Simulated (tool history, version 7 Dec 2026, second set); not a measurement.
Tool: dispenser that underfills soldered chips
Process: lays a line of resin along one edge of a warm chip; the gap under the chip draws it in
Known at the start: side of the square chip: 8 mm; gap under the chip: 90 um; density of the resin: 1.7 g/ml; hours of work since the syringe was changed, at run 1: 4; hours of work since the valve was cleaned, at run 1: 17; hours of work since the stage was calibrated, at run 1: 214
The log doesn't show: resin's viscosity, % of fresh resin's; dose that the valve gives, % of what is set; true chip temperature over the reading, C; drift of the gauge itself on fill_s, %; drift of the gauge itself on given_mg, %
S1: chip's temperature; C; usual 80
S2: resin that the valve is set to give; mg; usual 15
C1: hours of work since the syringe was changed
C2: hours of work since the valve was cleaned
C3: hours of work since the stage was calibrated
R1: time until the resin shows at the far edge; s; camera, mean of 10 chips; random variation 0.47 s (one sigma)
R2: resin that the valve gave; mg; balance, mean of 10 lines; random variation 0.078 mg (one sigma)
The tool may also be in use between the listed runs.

Run 1, hour 0: usual settings; C1 4; C2 17; C3 214. Result: R1 42.7 s, R2 14.69 mg.
At hour 5.7: new syringe of resin.
Run 2, hour 10: usual settings; C1 3; C2 23; C3 220. Result: R1 39.8 s, R2 14.62 mg.
At hour 17.4: new syringe of resin.
Run 3, hour 21.9: usual settings; C1 3; C2 31; C3 228. Result: R1 40.3 s, R2 14.56 mg.
At hour 28.1: new syringe of resin.
At hour 38.7: new syringe of resin.
Run 4, hour 38.7: usual settings; C1 0; C2 41; C3 238. Result: R1 34.9 s, R2 14.36 mg.
At hour 50: new syringe of resin.
Run 5, hour 50.4: usual settings; C1 0; C2 49; C3 246. Result: R1 35.4 s, R2 14.27 mg.
At hour 61.7: new syringe of resin.
Run 6, hour 67: usual settings; C1 3; C2 60; C3 257. Result: R1 41.9 s, R2 14.14 mg.
At hour 72.5: new syringe of resin.
At hour 83: new syringe of resin.
Run 7, hour 83: usual settings but S1 71 C; C1 0; C2 70; C3 267. Result: R1 47.6 s, R2 13.9 mg.
At hour 93.4: new syringe of resin.
Run 8, hour 94.5: usual settings but S1 71 C; C1 1; C2 77; C3 274. Result: R1 48.3 s, R2 13.94 mg.
At hour 104.4: new syringe of resin.
Run 9, hour 104.4: usual settings but S1 71 C, S2 18.8 mg; C1 0; C2 83; C3 280. Result: R1 46.3 s, R2 17.37 mg.
At hour 106.4: dispensing valve cleaned and set on the balance.
At hour 116.6: new syringe of resin.
Run 10, hour 117.1: usual settings but S1 71 C, S2 18.8 mg; C1 0; C2 7; C3 288. Result: R1 47.5 s, R2 18.62 mg.
Run 11, hour 126.3: usual settings but S1 71 C, S2 18.8 mg; C1 6; C2 13; C3 294. Result: R1 65.7 s, R2 18.65 mg.
At hour 127.4: new syringe of resin.
Run 12, hour 135.5: usual settings but S1 71 C, S2 18.8 mg; C1 5; C2 19; C3 300. Result: R1 60.9 s, R2 18.25 mg.
At hour 138.5: new syringe of resin.
Run 13, hour 144: usual settings but S1 71 C, S2 18.8 mg; C1 4; C2 24; C3 305. Result: R1 55.7 s, R2 18.34 mg.
At hour 150.3: new syringe of resin.
Run 14, hour 158: usual settings but S1 70 C; C1 5; C2 33; C3 314. Result: R1 63 s, R2 14.47 mg.
At hour 161.4: new syringe of resin.
Run 15, hour 170.5: usual settings; C1 6; C2 41; C3 322. Result: R1 48.4 s, R2 14.5 mg.
At hour 171.8: new syringe of resin.
At hour 183: new syringe of resin.
Run 16, hour 183.2: usual settings; C1 0; C2 49; C3 330. Result: R1 34.7 s, R2 14.36 mg.
At hour 193.6: new syringe of resin.
Run 17, hour 200.3: usual settings; C1 4; C2 60; C3 341. Result: R1 44.5 s, R2 14.06 mg.
At hour 204.1: new syringe of resin.
At hour 215: new syringe of resin.
Run 18, hour 217.3: usual settings; C1 1; C2 71; C3 352. Result: R1 37.1 s, R2 13.93 mg.
At hour 225.8: new syringe of resin.
Run 19, hour 233.5: usual settings but S1 85 C, S2 17 mg; C1 5; C2 81; C3 362. Result: R1 38.2 s, R2 15.74 mg.
At hour 236.4: new syringe of resin.
At hour 239.7: dispensing valve cleaned and set on the balance.
At hour 249.1: new syringe of resin.
Run 20, hour 249.1: usual settings but S1 66 C, S2 14.9 mg; C1 0; C2 6; C3 371. Result: R1 53 s, R2 14.8 mg.
At hour 259.6: new syringe of resin.
Run 21, hour 259.6: usual settings but S1 66 C, S2 14.9 mg; C1 0; C2 13; C3 378. Result: R1 54.4 s, R2 14.72 mg.
At hour 270.4: new syringe of resin.
Run 22, hour 273.6: usual settings but S1 66 C, S2 14.9 mg; C1 2; C2 22; C3 387. Result: R1 62.9 s, R2 14.51 mg.
At hour 281.8: new syringe of resin.
Run 23, hour 290.8: usual settings but S1 66 C, S2 14.9 mg; C1 6; C2 33; C3 398. Result: R1 75.8 s, R2 14.39 mg.
At hour 292.2: new syringe of resin.
At hour 303.7: new syringe of resin.
Run 24, hour 308.6: usual settings but S1 78 C, S2 17.8 mg; C1 3; C2 44; C3 409. Result: R1 43.9 s, R2 17.01 mg.
At hour 314.8: new syringe of resin.
At hour 325.4: new syringe of resin.
Run 25, hour 326.1: usual settings but S1 65 C, S2 18.8 mg; C1 0; C2 55; C3 420. Result: R1 57 s, R2 17.79 mg.
At hour 335.8: new syringe of resin.
Run 26, hour 340.7: usual settings but S1 77 C, S2 16.7 mg; C1 3; C2 64; C3 430. Result: R1 42.4 s, R2 15.46 mg.
At hour 347: new syringe of resin.
Run 27, hour 356.6: usual settings but S1 85 C, S2 15.7 mg; C1 6; C2 75; C3 440. Result: R1 41.2 s, R2 14.46 mg.
At hour 357.8: new syringe of resin.
Run 28, hour 367.7: usual settings but S1 85 C, S2 15.7 mg; C1 6; C2 82; C3 447. Result: R1 41.5 s, R2 14.31 mg.
At hour 369.2: new syringe of resin.
At hour 372.4: dispensing valve cleaned and set on the balance.
Run 29, hour 379.7: usual settings but S1 66 C, S2 13.6 mg; C1 6; C2 5; C3 454. Result: R1 78.3 s, R2 13.63 mg.

3 ways to go on from here, each from the tool as it stands after run 29. What would each give?
At hour 381: new syringe of resin.
At hour 392.1: new syringe of resin.
Run A, hour 392.1: usual settings but S1 72 C, S2 16.9 mg; C1 0; C2 12; C3 462. Result: R1 ?, R2 ?.
At hour 381: new syringe of resin.
At hour 392.1: new syringe of resin.
Run B, hour 392.1: usual settings but S2 14.8 mg; C1 0; C2 12; C3 462. Result: R1 ?, R2 ?.
At hour 381: new syringe of resin.
At hour 392.1: new syringe of resin.
Run C, hour 392.1: usual settings but S1 72 C, S2 14.6 mg; C1 0; C2 12; C3 462. Result: R1 ?, R2 ?.

run    R1     R2
  A  42.2  16.83
  B  31.9  14.65
  C  42.7  14.42
Without the tool's hidden state the same runs would have given:
run    R1     R2
  A    46  16.98
  B  34.7  14.78
  C  46.6  14.55

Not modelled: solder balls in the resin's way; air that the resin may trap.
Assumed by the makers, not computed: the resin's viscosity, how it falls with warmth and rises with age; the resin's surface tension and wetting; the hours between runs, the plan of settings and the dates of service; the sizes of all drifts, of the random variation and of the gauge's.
